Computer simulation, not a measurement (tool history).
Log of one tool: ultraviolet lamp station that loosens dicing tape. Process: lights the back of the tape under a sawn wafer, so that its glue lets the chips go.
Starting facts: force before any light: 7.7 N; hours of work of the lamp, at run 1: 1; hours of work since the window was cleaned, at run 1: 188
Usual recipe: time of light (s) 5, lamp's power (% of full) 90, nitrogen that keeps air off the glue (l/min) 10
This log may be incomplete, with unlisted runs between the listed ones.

run,hour,time of light (s),lamp's power (% of full),nitrogen that keeps air off the glue (l/min),hours of work of the lamp,hours of work since the window was cleaned,force that peels the tape off (N),light that reached the tape (mJ/cm²)
1,0,5,90,10,1,188,0.268,266
2,5.3,5,90,10,4,191,0.268,263
3,10.8,5,90,10,7,194,0.246,265
4,18.9,5,64,10,12,199,0.552,189
5,23.1,5,90,10,15,202,0.267,269
6,28.4,3,90,10,18,205,0.789,159
7,33.8,3,90,10,21,208,0.81,158
8,40.2,3,90,10,24,211,0.813,161
9,47.1,3,90,10,28,215,0.798,155
10,55.4,5,90,10,33,220,0.261,263
11,63,4,90,3,38,225,1.258,211
12,71.1,4,90,3,42,229,1.263,210
13,77.4,4,92,14,46,233,0.309,215
14,86.4,4,92,14,51,238,0.336,214
15,92.6,9,97,5,55,242,0.148,497
16,97,9,97,5,57,244,0.144,496
17,103.7,5,63,10,61,248,0.599,177
18,110.9,5,63,10,65,252,0.624,181
19,118.1,4,90,10,69,256,0.463,205

Predict each of these 3 candidate next runs independently; none follows another, all start after run 19:
A,123.5,7,75,5,72,259,?,?
B,123.5,4,90,11,72,259,?,?
C,123.5,7,63,10,72,259,?,?

run,force that peels the tape off (N),light that reached the tape (mJ/cm²)
A,0.395,301
B,0.432,202
C,0.283,253
The same runs, with their run-to-run variation unchanged, on a tool lacking any hidden condition would have given:
run,force that peels the tape off (N),light that reached the tape (mJ/cm²)
A,0.288,347
B,0.316,234
C,0.211,292

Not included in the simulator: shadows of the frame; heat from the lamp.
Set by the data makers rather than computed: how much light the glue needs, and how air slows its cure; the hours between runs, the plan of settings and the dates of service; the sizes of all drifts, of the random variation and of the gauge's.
